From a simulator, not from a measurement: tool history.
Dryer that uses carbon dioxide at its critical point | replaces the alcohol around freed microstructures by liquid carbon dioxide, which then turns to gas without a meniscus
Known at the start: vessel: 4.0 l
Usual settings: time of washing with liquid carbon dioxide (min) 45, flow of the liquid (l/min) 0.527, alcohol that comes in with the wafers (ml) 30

run    hour  time of washing with liquid carbon dioxide (min)  flow of the liquid (l/min)  alcohol that comes in with the wafers (ml)  alcohol left in the vessel before it's heated (ppm by volume)
  1     0.0                                                45                       0.527                                          30                                                            110
  2    27.2                                                45                       0.527                                          30                                                            113
  3    59.1                                                45                       0.527                                          30                                                            121
  4    94.6                                                45                       0.527                                          77                                                            306
  5   127.6                                                45                       0.527                                          30                                                            126
  6   163.5                                                45                       0.527                                          30                                                            131
  7   191.2                                                45                       0.527                                          30                                                            156
      204.8  -- inlet filter changed
  8   217.2                                                45                       0.527                                          30                                                             96
  9   237.0                                                45                       0.727                                          30                                                             24
 10   273.2                                                45                       0.727                                          30                                                             46
 11   294.4                                                45                       0.727                                          30                                                             32
 12   328.8                                                45                       0.527                                          21                                                             96
 13   352.0                                                45                       0.597                                          30                                                             81
 14   376.4                                                45                       0.597                                          30                                                             70
 15   396.1                                                45                       0.712                                          30                                                             45
 16   422.4                                                45                       0.712                                          30                                                             50
 17   448.3                                                45                       0.712                                          30                                                             52
 18   484.3                                                45                       0.712                                          30                                                             54
 19   513.8                                                45                       0.712                                          30                                                             66
 20   551.4                                                45                       0.712                                          30                                                             62
 21   577.3                                                45                       0.527                                          30                                                            157
 22   604.6                                                45                       0.527                                          55                                                            264
 23   634.6                                                44                       0.527                                          30                                                            187
 24   671.2                                                44                       0.527                                          30                                                            188
 25   690.4                                                47                       0.526                                          30                                                            158
      698.2  -- inlet filter changed
 26   714.1                                                30                       0.441                                          30                                                            678
 27   730.0                                                30                       0.441                                          30                                                            678
 28   746.7                                                30                       0.441                                          30                                                            696
 29   769.2                                                61                       0.441                                          30                                                            107
 30   792.8                                                61                       0.441                                          30                                                            108
 31   814.0                                                32                       0.527                                          86                                                            999
 32   844.2                                                45                       0.677                                          32                                                             86
 33   876.6                                                45                       0.677                                          32                                                             87
 34   900.4                                                41                       0.677                                          32                                                            100
 35   923.9                                                41                       0.677                                          24                                                            110
 36   939.4                                                41                       0.677                                          24                                                            105
 37   961.6                                                41                       0.677                                          24                                                            108
 38   983.6                                                41                       0.691                                          24                                                             98
 39  1016.5                                                41                       0.691                                          24                                                             99
 40  1053.0                                                41                       0.691                                          24                                                            103
 41  1078.6                                                39                       0.617                                         114                                                            484
 42  1101.7                                                39                       0.617                                         114                                                            481
 43  1119.6                                                60                       0.367                                          66                                                            469
 44  1148.5                                                60                       0.367                                          90                                                            638
 45  1184.5                                                38                       0.426                                          58                                                           1039
     1190.9  -- inlet filter changed
 46  1206.2                                                38                       0.426                                          58                                                            725
 47  1229.4                                                48                       0.418                                          39                                                            313

The same runs without the tool's hidden state, with the same run-to-run variation:
The hidden state here: flow that reaches the vessel past the clogged filter, %; alcohol in the recycled carbon dioxide, ppm; drift of the gauge itself on alcohol_ppm, %.
run  alcohol left in the vessel before it's heated (ppm by volume)
  1                                                             83
  2                                                             80
  3                                                             82
  4                                                            202
  5                                                             75
  6                                                             74
  7                                                             91
  8                                                             78
  9                                                              7
 10                                                             27
 11                                                             11
 12                                                             66
 13                                                             49
 14                                                             34
 15                                                             15
 16                                                             17
 17                                                             17
 18                                                             15
 19                                                             25
 20                                                             18
 21                                                             82
 22                                                            148
 23                                                             95
 24                                                             90
 25                                                             67
 26                                                            610
 27                                                            605
 28                                                            614
 29                                                             52
 30                                                             49
 31                                                            840
 32                                                             28
 33                                                             26
 34                                                             33
 35                                                             40
 36                                                             33
 37                                                             34
 38                                                             22
 39                                                             21
 40                                                             21
 41                                                            262
 42                                                            256
 43                                                            256
 44                                                            355
 45                                                            662
 46                                                            642
 47                                                            226

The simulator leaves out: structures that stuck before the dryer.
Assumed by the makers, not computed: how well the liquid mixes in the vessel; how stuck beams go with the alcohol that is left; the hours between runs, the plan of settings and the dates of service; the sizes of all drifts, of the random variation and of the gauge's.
